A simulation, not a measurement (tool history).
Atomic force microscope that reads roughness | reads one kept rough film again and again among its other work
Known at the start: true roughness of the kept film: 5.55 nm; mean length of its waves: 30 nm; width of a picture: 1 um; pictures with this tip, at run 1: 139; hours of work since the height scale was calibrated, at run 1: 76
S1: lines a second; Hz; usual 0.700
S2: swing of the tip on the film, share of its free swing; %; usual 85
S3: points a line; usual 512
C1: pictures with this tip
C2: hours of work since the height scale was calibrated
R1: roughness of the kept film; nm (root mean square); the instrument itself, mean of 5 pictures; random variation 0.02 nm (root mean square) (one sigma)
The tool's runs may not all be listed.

{"run": 1, "day": 0.0, "S1": 0.7, "S2": 85, "S3": 512, "C1": 139, "C2": 76, "R1": 4.248}
{"run": 2, "day": 0.5, "S1": 0.7, "S2": 85, "S3": 512, "C1": 156, "C2": 81, "R1": 4.189}
{"run": 3, "day": 1.117, "S1": 0.7, "S2": 85, "S3": 512, "C1": 178, "C2": 88, "R1": 4.093}
{"run": 4, "day": 1.792, "S1": 0.7, "S2": 85, "S3": 662, "C1": 201, "C2": 95, "R1": 4.034}
{"run": 5, "day": 2.233, "S1": 0.7, "S2": 85, "S3": 512, "C1": 217, "C2": 100, "R1": 3.974}
{"run": 6, "day": 2.767, "S1": 0.7, "S2": 85, "S3": 512, "C1": 236, "C2": 106, "R1": 3.895}
{"run": 7, "day": 3.292, "S1": 0.7, "S2": 85, "S3": 535, "C1": 254, "C2": 111, "R1": 3.808}
{"run": 8, "day": 3.704, "S1": 0.7, "S2": 85, "S3": 535, "C1": 269, "C2": 116, "R1": 3.772}
{"run": 9, "day": 4.179, "S1": 0.7, "S2": 85, "S3": 512, "C1": 285, "C2": 121, "R1": 3.778}
{"run": 10, "day": 4.579, "S1": 0.7, "S2": 85, "S3": 512, "C1": 299, "C2": 125, "R1": 3.689}
{"run": 11, "day": 5.021, "S1": 0.7, "S2": 85, "S3": 512, "C1": 315, "C2": 130, "R1": 3.646}
{"day": 5.188, "done": "new tip fitted"}
{"run": 12, "day": 5.638, "S1": 0.7, "S2": 85, "S3": 512, "C1": 16, "C2": 137, "R1": 4.709}
{"run": 13, "day": 6.304, "S1": 0.7, "S2": 85, "S3": 346, "C1": 39, "C2": 144, "R1": 4.552}
{"run": 14, "day": 6.838, "S1": 0.7, "S2": 85, "S3": 346, "C1": 58, "C2": 149, "R1": 4.454}
{"run": 15, "day": 7.342, "S1": 0.7, "S2": 85, "S3": 512, "C1": 75, "C2": 155, "R1": 4.44}
{"run": 16, "day": 7.796, "S1": 0.7, "S2": 85, "S3": 512, "C1": 91, "C2": 160, "R1": 4.355}
{"run": 17, "day": 8.104, "S1": 0.898, "S2": 57, "S3": 646, "C1": 102, "C2": 163, "R1": 4.448}
{"run": 18, "day": 8.538, "S1": 3.552, "S2": 57, "S3": 261, "C1": 117, "C2": 168, "R1": 4.229}
{"run": 19, "day": 9.133, "S1": 3.552, "S2": 90, "S3": 583, "C1": 138, "C2": 174, "R1": 3.706}
{"run": 20, "day": 9.729, "S1": 3.552, "S2": 90, "S3": 583, "C1": 159, "C2": 181, "R1": 3.604}
{"run": 21, "day": 10.375, "S1": 0.7, "S2": 85, "S3": 424, "C1": 182, "C2": 187, "R1": 4.031}
{"run": 22, "day": 10.879, "S1": 2.49, "S2": 85, "S3": 983, "C1": 200, "C2": 193, "R1": 3.724}
{"run": 23, "day": 11.221, "S1": 2.365, "S2": 59, "S3": 512, "C1": 212, "C2": 197, "R1": 3.945}
{"run": 24, "day": 11.858, "S1": 3.858, "S2": 85, "S3": 512, "C1": 234, "C2": 203, "R1": 3.457}
{"run": 25, "day": 12.379, "S1": 3.858, "S2": 85, "S3": 512, "C1": 252, "C2": 209, "R1": 3.386}
{"run": 26, "day": 12.946, "S1": 3.858, "S2": 85, "S3": 512, "C1": 272, "C2": 215, "R1": 3.327}
{"run": 27, "day": 13.45, "S1": 2.125, "S2": 79, "S3": 398, "C1": 290, "C2": 221, "R1": 3.526}
{"run": 28, "day": 13.788, "S1": 0.581, "S2": 79, "S3": 398, "C1": 302, "C2": 224, "R1": 3.679}
{"day": 14.321, "done": "new tip fitted"}
{"run": 29, "day": 14.4, "S1": 0.581, "S2": 79, "S3": 398, "C1": 3, "C2": 231, "R1": 4.84}

4 ways to go on from here, each from the tool as it stands after run 29. What would each give?
{"run": "A", "day": 14.862, "S1": 0.84, "S2": 85, "S3": 303, "C1": 19, "C2": 236, "R1": "?"}
{"run": "B", "day": 14.862, "S1": 0.581, "S2": 61, "S3": 261, "C1": 19, "C2": 236, "R1": "?"}
{"run": "C", "day": 14.862, "S1": 0.581, "S2": 57, "S3": 398, "C1": 19, "C2": 236, "R1": "?"}
{"run": "D", "day": 14.862, "S1": 2.866, "S2": 84, "S3": 324, "C1": 19, "C2": 236, "R1": "?"}

run=A R1=4.624
run=B R1=4.774
run=C R1=4.783
run=D R1=4.347
Without the tool's hidden state the same runs would have given:
run=A R1=4.724
run=B R1=4.877
run=C R1=4.886
run=D R1=4.441
